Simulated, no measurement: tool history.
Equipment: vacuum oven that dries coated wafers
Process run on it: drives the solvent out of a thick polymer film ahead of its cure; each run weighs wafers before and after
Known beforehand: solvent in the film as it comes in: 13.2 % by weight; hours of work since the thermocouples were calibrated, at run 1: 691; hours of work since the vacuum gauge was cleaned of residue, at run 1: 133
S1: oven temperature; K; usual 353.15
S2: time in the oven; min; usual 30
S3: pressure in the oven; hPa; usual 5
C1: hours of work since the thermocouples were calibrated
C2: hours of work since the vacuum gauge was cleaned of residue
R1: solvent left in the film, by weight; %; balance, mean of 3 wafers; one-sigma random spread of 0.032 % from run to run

Run 1, hour 0: usual settings; C1 691; C2 133. Result: R1 1.43 %.
Run 2, hour 46.3: usual settings; C1 724; C2 166. Result: R1 1.49 %.
Run 3, hour 110.6: usual settings but S1 348.15 K; C1 771; C2 213. Result: R1 2.37 %.
Run 4, hour 170: usual settings but S2 23 min; C1 813; C2 255. Result: R1 2.28 %.
Run 5, hour 268: usual settings; C1 884; C2 326. Result: R1 1.52 %.
Run 6, hour 314.9: usual settings; C1 918; C2 360. Result: R1 1.53 %.
Run 7, hour 364.8: usual settings; C1 954; C2 396. Result: R1 1.53 %.
Run 8, hour 455: usual settings; C1 1019; C2 461. Result: R1 1.6 %.
Run 9, hour 552.6: usual settings but S3 4.2 hPa; C1 1089; C2 531. Result: R1 1.6 %.
At hour 562.3: oven's thermocouples calibrated.
Run 10, hour 645.8: usual settings but S1 360.15 K, S3 4.2 hPa; C1 60; C2 597. Result: R1 0.86 %.
Run 11, hour 720.9: usual settings but S1 360.15 K, S3 4.2 hPa; C1 114; C2 651. Result: R1 0.82 %.
Run 12, hour 779.5: usual settings but S1 360.15 K, S3 4.2 hPa; C1 157; C2 693. Result: R1 0.84 %.
Run 13, hour 835.2: usual settings but S1 360.15 K, S3 4.2 hPa; C1 197; C2 733. Result: R1 0.78 %.
Run 14, hour 929.4: usual settings but S1 340.15 K, S2 39 min, S3 11.03 hPa; C1 265; C2 801. Result: R1 4.43 %.
Run 15, hour 969.4: usual settings but S2 27 min, S3 8.64 hPa; C1 293; C2 830. Result: R1 2.42 %.
At hour 991.3: oven's thermocouples calibrated, once more.
Run 16, hour 1066.1: usual settings but S2 43 min, S3 9.49 hPa; C1 54; C2 899. Result: R1 1.04 %.
Run 17, hour 1131.5: usual settings but S1 368.15 K, S2 37 min, S3 7.96 hPa; C1 101; C2 946. Result: R1 0.34 %.
Run 18, hour 1195: usual settings but S3 2.67 hPa; C1 147; C2 991. Result: R1 1.24 %.
Run 19, hour 1238.3: usual settings but S2 22 min; C1 178; C2 1023. Result: R1 2.21 %.
Run 20, hour 1301.4: usual settings but S2 22 min; C1 223; C2 1068. Result: R1 2.27 %.
Run 21, hour 1397: usual settings but S1 363.15 K, S2 27 min, S3 12.12 hPa; C1 292; C2 1137. Result: R1 0.91 %.
Run 22, hour 1491: usual settings but S1 363.15 K, S2 27 min, S3 12.12 hPa; C1 360; C2 1205. Result: R1 0.91 %.
Run 23, hour 1550.1: usual settings but S1 363.15 K, S2 27 min, S3 12.12 hPa; C1 403; C2 1247. Result: R1 0.88 %.
Run 24, hour 1616.5: usual settings but S3 4.73 hPa; C1 451; C2 1295. Result: R1 1.48 %.
Run 25, hour 1688.2: usual settings but S1 361.15 K; C1 502; C2 1347. Result: R1 0.66 %.
Run 26, hour 1745.4: usual settings but S1 361.15 K, S2 23 min, S3 3.13 hPa; C1 544; C2 1388. Result: R1 0.93 %.

Some steps in R1 between neighbouring runs. How much of each would the tool show without its hidden state too (settings, what came in, random variation), and how much is left for the hidden state, with any gauge scatter that isn't in both results?
Unlogged tool condition in this case: true wafer temperature over the reading, C; true pressure over the reading, kPa; drift of the gauge itself on solvent_pct, %.
Run 13 -> 14: S1 360.15 -> 340.15, S2 30 -> 39, S3 4.2 -> 11.03. R1 +3.65 %: hidden state +0.73, all else +2.92.
Run 14 -> 15: S1 340.15 -> 353.15, S2 39 -> 27, S3 11.03 -> 8.64. R1 -2.01 %: hidden state -0.31, all else -1.7.
Run 15 -> 16: S2 27 -> 43, S3 8.64 -> 9.49, oven's thermocouples calibrated, once more. R1 -1.38 %: hidden state -0.64, all else -0.74.
